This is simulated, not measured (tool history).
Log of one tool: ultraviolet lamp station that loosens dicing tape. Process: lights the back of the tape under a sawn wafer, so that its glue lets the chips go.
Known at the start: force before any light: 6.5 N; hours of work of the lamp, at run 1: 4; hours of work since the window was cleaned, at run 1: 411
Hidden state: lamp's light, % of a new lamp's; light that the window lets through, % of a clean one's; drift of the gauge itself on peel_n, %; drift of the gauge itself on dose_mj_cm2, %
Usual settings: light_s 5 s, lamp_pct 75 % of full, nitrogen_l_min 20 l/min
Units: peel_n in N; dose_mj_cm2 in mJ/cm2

| run | day | light_s | lamp_pct | nitrogen_l_min | hours of work of the lamp | hours of work since the window was cleaned | peel_n | dose_mj_cm2 |
|---|---|---|---|---|---|---|---|---|
| 1 | 0.000 | 5 | 75 | 20 | 4 | 411 | 1.019 | 388 |
| 2 | 2.725 | 5 | 75 | 20 | 39 | 446 | 1.031 | 379 |
| 3 | 6.817 | 5 | 75 | 20 | 92 | 499 | 1.055 | 372 |
| 4 | 8.896 | 5 | 75 | 20 | 119 | 526 | 1.094 | 368 |
| 5 | 12.050 | 5 | 75 | 20 | 160 | 566 | 1.126 | 366 |
| 6 | 14.504 | 5 | 75 | 20 | 191 | 598 | 1.187 | 354 |
|  | 14.892 | window cleaned of glue's vapour |
| 7 | 18.629 | 8 | 75 | 20 | 245 | 48 | 0.549 | 541 |
| 8 | 21.992 | 8 | 75 | 20 | 288 | 92 | 0.585 | 531 |
| 9 | 26.046 | 5 | 75 | 28 | 341 | 144 | 1.213 | 316 |
| 10 | 28.833 | 5 | 75 | 28 | 377 | 180 | 1.239 | 314 |
| 11 | 31.342 | 5 | 75 | 39 | 409 | 213 | 1.110 | 316 |
|  | 31.683 | window cleaned of glue's vapour, once more |
| 12 | 35.533 | 3 | 92 | 11 | 463 | 50 | 2.082 | 260 |
| 13 | 37.325 | 3 | 92 | 11 | 486 | 73 | 2.149 | 256 |

The same runs without the tool's hidden state, with the same run-to-run variation:
| run | peel_n | dose_mj_cm2 |
|---|---|---|
| 1 | 0.921 | 413 |
| 2 | 0.908 | 410 |
| 3 | 0.895 | 412 |
| 4 | 0.913 | 412 |
| 5 | 0.913 | 416 |
| 6 | 0.941 | 409 |
| 7 | 0.395 | 659 |
| 8 | 0.406 | 661 |
| 9 | 0.821 | 404 |
| 10 | 0.815 | 409 |
| 11 | 0.702 | 417 |
| 12 | 1.728 | 306 |
| 13 | 1.763 | 304 |
